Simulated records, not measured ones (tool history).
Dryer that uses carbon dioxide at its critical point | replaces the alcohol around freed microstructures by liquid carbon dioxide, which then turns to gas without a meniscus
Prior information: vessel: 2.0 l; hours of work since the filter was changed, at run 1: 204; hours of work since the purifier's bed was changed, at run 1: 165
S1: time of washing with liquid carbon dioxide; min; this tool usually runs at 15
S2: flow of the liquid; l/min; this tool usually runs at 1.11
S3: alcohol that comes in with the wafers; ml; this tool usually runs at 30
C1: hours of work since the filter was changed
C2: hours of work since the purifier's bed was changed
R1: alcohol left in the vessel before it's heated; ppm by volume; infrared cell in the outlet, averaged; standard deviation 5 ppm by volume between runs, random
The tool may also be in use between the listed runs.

| run | hour | S1 | S2 | S3 | C1 | C2 | R1 |
|---|---|---|---|---|---|---|---|
| 1 | 0 | 15 | 1.11 | 30 | 204 | 165 | 75 |
| 2 | 5.1 | 15 | 1.11 | 30 | 206 | 167 | 74 |
| 3 | 11.4 | 15 | 1.11 | 30 | 209 | 170 | 83 |
| 4 | 22.6 | 15 | 1.67 | 30 | 213 | 174 | 36 |
| 5 | 28.3 | 15 | 1.11 | 24 | 215 | 176 | 75 |
| 6 | 34.8 | 10 | 1.11 | 30 | 217 | 178 | 315 |
| 7 | 43.2 | 10 | 1.11 | 30 | 221 | 182 | 320 |
| 8 | 47.7 | 10 | 1.11 | 30 | 222 | 183 | 318 |
| 9 | 56.7 | 10 | 1.11 | 30 | 226 | 187 | 322 |
| 10 | 64.3 | 10 | 1.11 | 30 | 228 | 189 | 321 |
| 11 | 69 | 15 | 1.11 | 30 | 230 | 191 | 84 |
| 12 | 74 | 15 | 1.11 | 30 | 232 | 193 | 76 |
| 13 | 80 | 15 | 1.11 | 30 | 234 | 195 | 78 |
| 14 | 85.8 | 15 | 1.11 | 30 | 236 | 197 | 89 |
| 15 | 96.5 | 14 | 1.48 | 30 | 240 | 201 | 38 |
| 16 | 105 | 16 | 1.11 | 30 | 243 | 204 | 74 |
| 17 | 116 | 16 | 1.11 | 30 | 248 | 209 | 64 |
| 18 | 121.2 | 16 | 1.11 | 30 | 249 | 211 | 65 |
| 19 | 127.5 | 9 | 0.94 | 30 | 252 | 213 | 800 |
| 20 | 137.8 | 9 | 0.87 | 30 | 256 | 217 | 1020 |
| 21 | 148.3 | 15 | 1.34 | 30 | 260 | 221 | 57 |
| 22 | 158.3 | 12 | 1.23 | 95 | 263 | 224 | 289 |
| 23 | 169.4 | 12 | 1.23 | 95 | 267 | 228 | 291 |
| 24 | 177.4 | 15 | 1.17 | 114 | 270 | 231 | 152 |
| 25 | 184.3 | 15 | 1.17 | 114 | 273 | 234 | 167 |
| 26 | 191.1 | 15 | 1.34 | 41 | 275 | 236 | 65 |
| 27 | 197.9 | 15 | 1.34 | 41 | 278 | 239 | 66 |
| 28 | 205.3 | 15 | 0.85 | 38 | 281 | 242 | 265 |

Here are 5 independent what-if runs from the current tool condition. What would each one return?
| A | 216.3 | 15 | 1.19 | 104 | 285 | 246 | ? |
| B | 216.3 | 15 | 1.29 | 30 | 285 | 246 | ? |
| C | 216.3 | 20 | 0.85 | 38 | 285 | 246 | ? |
| D | 216.3 | 15 | 0.85 | 50 | 285 | 246 | ? |
| E | 216.3 | 22 | 1.18 | 36 | 285 | 246 | ? |

| run | R1 |
|---|---|
| A | 144 |
| B | 60 |
| C | 109 |
| D | 351 |
| E | 63 |
With no hidden state in the tool, these same runs would have given:
| run | R1 |
|---|---|
| A | 74 |
| B | 8 |
| C | 49 |
| D | 248 |
| E | 15 |

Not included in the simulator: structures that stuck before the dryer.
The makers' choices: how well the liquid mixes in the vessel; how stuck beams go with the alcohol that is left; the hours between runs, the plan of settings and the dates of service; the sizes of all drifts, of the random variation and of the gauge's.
